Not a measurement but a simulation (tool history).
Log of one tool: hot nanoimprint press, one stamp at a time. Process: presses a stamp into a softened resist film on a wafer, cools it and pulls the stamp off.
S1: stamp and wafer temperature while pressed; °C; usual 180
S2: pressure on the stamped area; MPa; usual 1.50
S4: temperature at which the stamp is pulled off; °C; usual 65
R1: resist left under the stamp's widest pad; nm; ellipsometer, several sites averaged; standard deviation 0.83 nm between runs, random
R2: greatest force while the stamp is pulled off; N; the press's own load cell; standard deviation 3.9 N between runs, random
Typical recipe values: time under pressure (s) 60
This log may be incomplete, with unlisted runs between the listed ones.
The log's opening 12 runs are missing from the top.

run 13 day=9.896 | S1=180 S2=1.41 time_under_pressure_(s)=60 S4=65 | R1=361.9 R2=251
run 14 day=10.583 | S1=180 S2=1.41 time_under_pressure_(s)=60 S4=65 | R1=361.7 R2=249
run 15 day=11.125 | S1=180 S2=1.41 time_under_pressure_(s)=60 S4=65 | R1=362.7 R2=261
run 16 day=11.658 | S1=180 S2=1.10 time_under_pressure_(s)=60 S4=63 | R1=409.4 R2=268
run 17 day=12.325 | S1=180 S2=1.10 time_under_pressure_(s)=60 S4=63 | R1=406.8 R2=273
run 18 day=12.850 | S1=172 S2=1.50 time_under_pressure_(s)=60 S4=60 | R1=426.0 R2=289
run 19 day=13.508 | S1=180 S2=1.12 time_under_pressure_(s)=51 S4=70 | R1=422.7 R2=247
run 20 day=14.429 | S1=180 S2=1.76 time_under_pressure_(s)=51 S4=65 | R1=339.7 R2=260
run 21 day=14.979 | S1=180 S2=2.10 time_under_pressure_(s)=37 S4=65 | R1=343.6 R2=277
-- day=15.300 stamp cleaned and given a new release coat
run 22 day=15.892 | S1=170 S2=1.57 time_under_pressure_(s)=36 S4=62 | R1=495.9 R2=198
run 23 day=16.871 | S1=185 S2=1.84 time_under_pressure_(s)=63 S4=55 | R1=270.2 R2=211
run 24 day=17.367 | S1=185 S2=1.84 time_under_pressure_(s)=63 S4=61 | R1=272.3 R2=205
run 25 day=18.542 | S1=185 S2=1.84 time_under_pressure_(s)=63 S4=61 | R1=271.9 R2=206
run 26 day=19.404 | S1=185 S2=1.84 time_under_pressure_(s)=34 S4=56 | R1=333.6 R2=221
run 27 day=19.967 | S1=187 S2=1.73 time_under_pressure_(s)=60 S4=65 | R1=273.8 R2=205
run 28 day=20.538 | S1=180 S2=1.50 time_under_pressure_(s)=32 S4=65 | R1=421.0 R2=204
run 29 day=21.392 | S1=180 S2=1.50 time_under_pressure_(s)=32 S4=65 | R1=423.1 R2=213

The next listed run, before its measurement:
run 30 day=22.179 | S1=180 S2=1.50 time_under_pressure_(s)=32 S4=65 | R1=? R2=?

R1: 421.8 nm
R2: 216 N
Take away the tool's hidden state, keep the run-to-run variation as it was, and the same run would have given R1 427.8 nm, R2 195 N.
